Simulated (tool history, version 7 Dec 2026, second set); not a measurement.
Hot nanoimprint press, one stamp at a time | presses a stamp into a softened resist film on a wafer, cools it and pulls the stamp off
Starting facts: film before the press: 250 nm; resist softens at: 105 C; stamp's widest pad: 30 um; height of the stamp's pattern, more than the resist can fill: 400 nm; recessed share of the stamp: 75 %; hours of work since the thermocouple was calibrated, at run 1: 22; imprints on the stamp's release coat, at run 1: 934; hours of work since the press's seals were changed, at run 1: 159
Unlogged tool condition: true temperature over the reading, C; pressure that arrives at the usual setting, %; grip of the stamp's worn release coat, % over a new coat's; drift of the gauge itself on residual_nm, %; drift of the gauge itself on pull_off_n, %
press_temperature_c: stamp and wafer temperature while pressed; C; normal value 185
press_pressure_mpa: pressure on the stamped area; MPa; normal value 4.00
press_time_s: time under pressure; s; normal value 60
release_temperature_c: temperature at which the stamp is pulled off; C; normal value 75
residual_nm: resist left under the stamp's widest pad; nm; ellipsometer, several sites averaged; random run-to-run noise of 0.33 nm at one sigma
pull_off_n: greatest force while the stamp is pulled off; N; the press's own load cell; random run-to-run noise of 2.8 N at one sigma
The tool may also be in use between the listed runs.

| run | hour | press_temperature_c | press_pressure_mpa | press_time_s | release_temperature_c | hours of work since the thermocouple was calibrated | imprints on the stamp's release coat | hours of work since the press's seals were changed | residual_nm | pull_off_n |
|---|---|---|---|---|---|---|---|---|---|---|
| 1 | 0.0 | 185 | 4.00 | 60 | 75 | 22 | 934 | 159 | 142.5 | 173 |
| 2 | 8.0 | 185 | 4.00 | 60 | 74 | 28 | 978 | 165 | 142.3 | 179 |
| 3 | 16.9 | 175 | 4.00 | 60 | 75 | 35 | 1026 | 172 | 183.4 | 182 |
| 4 | 22.2 | 175 | 4.00 | 60 | 75 | 39 | 1055 | 176 | 182.9 | 183 |
| 5 | 29.2 | 175 | 4.00 | 60 | 71 | 44 | 1093 | 181 | 182.9 | 193 |
| 6 | 34.2 | 175 | 4.92 | 60 | 71 | 48 | 1120 | 185 | 173.3 | 197 |
| 7 | 41.8 | 175 | 4.92 | 60 | 71 | 54 | 1161 | 191 | 172.7 | 205 |
| 8 | 48.9 | 175 | 4.92 | 60 | 71 | 59 | 1199 | 196 | 172.0 | 208 |
| 9 | 55.9 | 185 | 4.00 | 60 | 75 | 64 | 1237 | 201 | 141.8 | 193 |
| 10 | 62.7 | 185 | 4.00 | 60 | 75 | 70 | 1274 | 207 | 142.2 | 191 |
| 11 | 66.6 | 185 | 4.00 | 60 | 75 | 73 | 1295 | 210 | 141.3 | 190 |
| 12 | 72.6 | 185 | 4.00 | 89 | 75 | 77 | 1328 | 214 | 124.4 | 198 |
| 13 | 80.1 | 185 | 4.00 | 95 | 75 | 83 | 1369 | 220 | 122.5 | 205 |
| 14 | 86.2 | 185 | 4.00 | 95 | 75 | 87 | 1401 | 224 | 121.8 | 201 |
| 15 | 92.2 | 185 | 4.00 | 60 | 75 | 92 | 1434 | 229 | 141.5 | 208 |
| 16 | 98.2 | 185 | 2.76 | 89 | 78 | 96 | 1466 | 233 | 145.0 | 195 |
| 17 | 103.4 | 185 | 2.76 | 89 | 69 | 100 | 1495 | 237 | 145.2 | 222 |
| 18 | 111.3 | 185 | 2.76 | 89 | 69 | 106 | 1537 | 243 | 145.9 | 231 |

Run 19 is up next; what results do you expect?
| 19 | 117.0 | 192 | 3.34 | 49 | 69 | 111 | 1568 | 248 | ? | ? |

{"run 19": {"residual_nm": 134.1, "pull_off_n": 230}}
On a tool with no hidden condition, and with the same random variation, this run would have come out at residual_nm 135.3 nm, pull_off_n 143 N.
